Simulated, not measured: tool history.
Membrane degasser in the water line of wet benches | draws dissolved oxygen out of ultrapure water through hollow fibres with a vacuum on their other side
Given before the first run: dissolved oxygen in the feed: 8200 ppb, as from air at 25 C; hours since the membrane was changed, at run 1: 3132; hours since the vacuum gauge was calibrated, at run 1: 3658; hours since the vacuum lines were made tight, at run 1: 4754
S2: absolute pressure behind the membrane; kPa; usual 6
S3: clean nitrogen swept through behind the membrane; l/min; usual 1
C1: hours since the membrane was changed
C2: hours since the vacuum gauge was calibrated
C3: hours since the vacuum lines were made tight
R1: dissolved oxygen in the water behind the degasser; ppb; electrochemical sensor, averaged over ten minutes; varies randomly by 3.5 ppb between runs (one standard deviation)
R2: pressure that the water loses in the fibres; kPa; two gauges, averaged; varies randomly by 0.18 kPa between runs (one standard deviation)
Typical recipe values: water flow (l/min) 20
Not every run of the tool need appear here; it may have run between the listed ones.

Run 1, hour 0: usual settings; C1 3132; C2 3658; C3 4754. Result: R1 371.7 ppb, R2 36.29 kPa.
Run 2, hour 78.8: usual settings; C1 3210; C2 3737; C3 4833. Result: R1 373.7 ppb, R2 35.92 kPa.
Run 3, hour 151.2: usual settings but S3 0.67 l/min; C1 3283; C2 3809; C3 4906. Result: R1 421.5 ppb, R2 36.22 kPa.
Run 4, hour 190.3: usual settings but S3 0.67 l/min; C1 3322; C2 3849; C3 4945. Result: R1 425.6 ppb, R2 36.05 kPa.
Run 5, hour 248: usual settings but S3 0.67 l/min; C1 3380; C2 3906; C3 5002. Result: R1 429.2 ppb, R2 36.51 kPa.
Run 6, hour 283.5: usual settings but S3 0.67 l/min; C1 3415; C2 3942; C3 5038. Result: R1 429.7 ppb, R2 36.16 kPa.
Run 7, hour 345.2: usual settings; C1 3477; C2 4003; C3 5099. Result: R1 371.9 ppb, R2 36.51 kPa.
Run 8, hour 397.1: usual settings but water flow (l/min) 14, S2 12.94 kPa, S3 2.53 l/min; C1 3529; C2 4055; C3 5151. Result: R1 256.7 ppb, R2 25.48 kPa.
Run 9, hour 458.8: usual settings but water flow (l/min) 16; C1 3590; C2 4117; C3 5213. Result: R1 268.2 ppb, R2 29.13 kPa.
Run 10, hour 516.7: usual settings but water flow (l/min) 25, S2 5.29 kPa, S3 2.58 l/min; C1 3648; C2 4175; C3 5271. Result: R1 411.3 ppb, R2 45.42 kPa.
Run 11, hour 561: usual settings but water flow (l/min) 14, S3 0.64 l/min; C1 3693; C2 4219; C3 5315. Result: R1 273.6 ppb, R2 25.29 kPa.
Run 12, hour 628.4: usual settings but water flow (l/min) 32, S2 6.58 kPa, S3 0.59 l/min; C1 3760; C2 4287; C3 5383. Result: R1 839.8 ppb, R2 58.23 kPa.
Run 13, hour 700.1: usual settings but water flow (l/min) 18, S2 6.58 kPa, S3 0.59 l/min; C1 3832; C2 4358; C3 5454. Result: R1 426.8 ppb, R2 32.64 kPa.
Run 14, hour 751.3: usual settings but water flow (l/min) 18, S2 6.58 kPa, S3 0.59 l/min; C1 3883; C2 4410; C3 5506. Result: R1 429 ppb, R2 32.82 kPa.

Alternative continuations, all from the tool just after run 14; predict every row:
Run A, hour 826.8: usual settings but water flow (l/min) 18, S2 8.26 kPa, S3 1.45 l/min; C1 3958; C2 4485; C3 5581. Result: R1 ?, R2 ?.
Run B, hour 826.8: usual settings but water flow (l/min) 30, S2 13.04 kPa, S3 1.09 l/min; C1 3958; C2 4485; C3 5581. Result: R1 ?, R2 ?.
Run C, hour 826.8: usual settings but water flow (l/min) 28, S2 10.38 kPa, S3 1.26 l/min; C1 3958; C2 4485; C3 5581. Result: R1 ?, R2 ?.
Run D, hour 826.8: usual settings but water flow (l/min) 24, S2 8.93 kPa, S3 0.98 l/min; C1 3958; C2 4485; C3 5581. Result: R1 ?, R2 ?.
Run E, hour 826.8: usual settings but water flow (l/min) 25, S2 8.07 kPa, S3 1.83 l/min; C1 3958; C2 4485; C3 5581. Result: R1 ?, R2 ?.

run     R1     R2
  A  356.6  32.39
  B  982.1  54.07
  C  757.5  51.35
  D  629.6  43.86
  E  518.4  45.32
Had the tool no hidden state, the same runs would have come out as:
run     R1     R2
  A  331.5  31.61
  B  940.8  52.76
  C    718  50.11
  D  593.1   42.8
  E  484.4  44.23
